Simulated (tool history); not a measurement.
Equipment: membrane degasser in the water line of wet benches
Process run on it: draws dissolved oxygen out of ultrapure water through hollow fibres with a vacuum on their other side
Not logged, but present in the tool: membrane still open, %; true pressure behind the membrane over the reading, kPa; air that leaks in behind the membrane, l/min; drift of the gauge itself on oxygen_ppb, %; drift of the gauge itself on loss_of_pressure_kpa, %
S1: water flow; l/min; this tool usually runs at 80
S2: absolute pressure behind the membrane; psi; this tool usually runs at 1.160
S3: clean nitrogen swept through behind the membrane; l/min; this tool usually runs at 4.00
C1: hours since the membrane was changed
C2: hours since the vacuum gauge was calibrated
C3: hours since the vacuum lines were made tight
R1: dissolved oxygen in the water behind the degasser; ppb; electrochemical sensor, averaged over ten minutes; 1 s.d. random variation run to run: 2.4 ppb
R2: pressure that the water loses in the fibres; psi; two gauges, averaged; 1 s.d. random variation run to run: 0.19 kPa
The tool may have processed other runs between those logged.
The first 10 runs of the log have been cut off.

| run | day | S1 | S2 | S3 | C1 | C2 | C3 | R1 | R2 |
|---|---|---|---|---|---|---|---|---|---|
| 11 | 27.242 | 83 | 1.160 | 4.00 | 3740 | 3602 | 1642 | 268.5 | 5.871 |
| 12 | 30.862 | 83 | 1.160 | 4.00 | 3827 | 3689 | 1729 | 269.1 | 5.835 |
| 13 | 32.825 | 83 | 1.160 | 4.00 | 3874 | 3736 | 1776 | 274.2 | 5.880 |
| 14 | 34.992 | 83 | 1.160 | 4.00 | 3926 | 3788 | 1828 | 265.9 | 5.867 |
| 15 | 36.546 | 80 | 1.160 | 4.00 | 3963 | 3825 | 1865 | 255.7 | 5.656 |
| 16 | 38.196 | 80 | 1.160 | 4.00 | 4003 | 3865 | 1904 | 255.9 | 5.714 |
| 17 | 40.525 | 88 | 2.132 | 4.00 | 4059 | 3921 | 1960 | 587.2 | 6.238 |
| 18 | 44.138 | 58 | 1.688 | 4.06 | 4145 | 4007 | 2047 | 286.1 | 4.106 |
| 19 | 45.717 | 58 | 1.688 | 4.06 | 4183 | 4045 | 2085 | 285.1 | 4.138 |
| 20 | 48.700 | 80 | 1.160 | 3.77 | 4255 | 4117 | 2157 | 264.0 | 5.667 |
| 21 | 52.050 | 80 | 1.230 | 4.00 | 4335 | 4197 | 2237 | 278.4 | 5.683 |
| 22 | 53.667 | 80 | 1.230 | 4.00 | 4374 | 4236 | 2276 | 274.9 | 5.685 |
| 23 | 56.142 | 93 | 1.230 | 4.00 | 4433 | 4295 | 2335 | 333.2 | 6.609 |
| 24 | 57.942 | 93 | 1.230 | 4.00 | 4477 | 4339 | 2378 | 337.1 | 6.620 |
| 25 | 60.492 | 93 | 1.230 | 4.00 | 4538 | 4400 | 2440 | 336.5 | 6.591 |
| 26 | 64.021 | 77 | 2.889 | 4.57 | 4622 | 4484 | 2524 | 637.4 | 5.417 |
| 27 | 67.538 | 105 | 1.329 | 9.25 | 4707 | 4569 | 2609 | 257.8 | 7.453 |
| 28 | 69.196 | 105 | 1.329 | 9.25 | 4747 | 4609 | 2648 | 266.3 | 7.461 |
| 29 | 71.504 | 105 | 1.329 | 9.25 | 4802 | 4664 | 2704 | 262.8 | 7.507 |
| 30 | 75.146 | 122 | 1.257 | 4.10 | 4890 | 4752 | 2791 | 492.4 | 8.711 |
| 31 | 77.862 | 57 | 1.104 | 1.76 | 4955 | 4817 | 2857 | 316.8 | 4.041 |
|  | 80.083 | vacuum gauge calibrated |
| 32 | 80.858 | 80 | 1.291 | 3.23 | 5026 | 19 | 2928 | 338.4 | 5.691 |

Forecast each of these 4 alternatives for the next run:
| A | 83.679 | 102 | 0.763 | 4.00 | 5094 | 86 | 2996 | ? | ? |
| B | 83.679 | 101 | 2.339 | 5.49 | 5094 | 86 | 2996 | ? | ? |
| C | 83.679 | 65 | 0.721 | 3.27 | 5094 | 86 | 2996 | ? | ? |
| D | 83.679 | 80 | 1.291 | 10.05 | 5094 | 86 | 2996 | ? | ? |

| run | R1 | R2 |
|---|---|---|
| A | 206.7 | 7.327 |
| B | 587.6 | 7.232 |
| C | 98.5 | 4.628 |
| D | 148.1 | 5.662 |
Without the tool's hidden state the same runs would have given:
| run | R1 | R2 |
|---|---|---|
| A | 195.0 | 7.172 |
| B | 577.7 | 7.078 |
| C | 93.6 | 4.530 |
| D | 142.6 | 5.540 |
